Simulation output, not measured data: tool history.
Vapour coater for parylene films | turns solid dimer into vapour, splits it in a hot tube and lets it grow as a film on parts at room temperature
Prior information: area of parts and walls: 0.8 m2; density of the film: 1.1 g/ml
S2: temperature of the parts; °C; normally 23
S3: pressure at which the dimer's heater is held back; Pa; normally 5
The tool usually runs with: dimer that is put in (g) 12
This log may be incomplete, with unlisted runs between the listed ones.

Run 1, hour 0: usual settings. Result: thickness of the film (nm) 9930.
Run 2, hour 14.9: usual settings but dimer that is put in (g) 9. Result: thickness of the film (nm) 7610.
Run 3, hour 24.1: usual settings but dimer that is put in (g) 9. Result: thickness of the film (nm) 7470.
Run 4, hour 36.9: usual settings but dimer that is put in (g) 9. Result: thickness of the film (nm) 7430.
Run 5, hour 44.3: usual settings but dimer that is put in (g) 9, S2 21 °C. Result: thickness of the film (nm) 7900.
Run 6, hour 58.1: usual settings but S3 10.32 Pa. Result: thickness of the film (nm) 8480.
Run 7, hour 71.3: usual settings but S3 10.32 Pa. Result: thickness of the film (nm) 8640.
Run 8, hour 84.8: usual settings but S3 10.32 Pa. Result: thickness of the film (nm) 8630.
Run 9, hour 100.3: usual settings but S3 10.32 Pa. Result: thickness of the film (nm) 8520.
Run 10, hour 117.1: usual settings. Result: thickness of the film (nm) 9890.
Run 11, hour 124.5: usual settings. Result: thickness of the film (nm) 9840.
Run 12, hour 139.2: usual settings. Result: thickness of the film (nm) 9840.
Run 13, hour 154.2: usual settings but S2 17 °C. Result: thickness of the film (nm) 11620.
Run 14, hour 167: usual settings but S2 17 °C. Result: thickness of the film (nm) 11550.
Run 15, hour 174.2: usual settings but S2 19 °C. Result: thickness of the film (nm) 10860.
Run 16, hour 190.1: usual settings but S3 10.52 Pa. Result: thickness of the film (nm) 8460.
Run 17, hour 200.4: usual settings but S3 8.47 Pa. Result: thickness of the film (nm) 8800.
At hour 209.8: trap's valve overhauled.
Run 18, hour 211.8: usual settings but S3 8.54 Pa. Result: thickness of the film (nm) 9220.
Run 19, hour 220.2: usual settings. Result: thickness of the film (nm) 10290.
Run 20, hour 237.2: usual settings but S2 32 °C. Result: thickness of the film (nm) 8160.
Run 21, hour 250: usual settings. Result: thickness of the film (nm) 10280.
Run 22, hour 257.6: usual settings. Result: thickness of the film (nm) 10370.
Run 23, hour 273.6: usual settings but dimer that is put in (g) 7, S2 16 °C, S3 3.14 Pa. Result: thickness of the film (nm) 7740.
Run 24, hour 290.4: usual settings but dimer that is put in (g) 7, S2 16 °C, S3 3.14 Pa. Result: thickness of the film (nm) 7690.
Run 25, hour 304.2: usual settings but dimer that is put in (g) 7, S2 35 °C, S3 3.45 Pa. Result: thickness of the film (nm) 4710.
Run 26, hour 315.3: usual settings but dimer that is put in (g) 6, S3 3.02 Pa. Result: thickness of the film (nm) 5710.
Run 27, hour 331.9: usual settings but S2 21 °C, S3 7.17 Pa. Result: thickness of the film (nm) 9920.
Run 28, hour 345.3: usual settings but dimer that is put in (g) 11, S2 15 °C, S3 2.23 Pa. Result: thickness of the film (nm) 11950.
Run 29, hour 357: usual settings but dimer that is put in (g) 11, S2 15 °C, S3 2.23 Pa. Result: thickness of the film (nm) 12010.
Run 30, hour 374.1: usual settings but dimer that is put in (g) 13, S3 4.67 Pa. Result: thickness of the film (nm) 11070.
Run 31, hour 383.4: usual settings but dimer that is put in (g) 17, S3 10.22 Pa. Result: thickness of the film (nm) 12440.

Run 32, settings as shown, results not yet in. Your forecast:
Run 32, hour 395.6: usual settings but dimer that is put in (g) 6, S2 28 °C, S3 2.77 Pa. Result: thickness of the film (nm) ?.

{"run 32": {"thickness of the film (nm)": 4940}}
Minus the tool's unlogged condition, the same run would have read thickness of the film (nm) 5020.
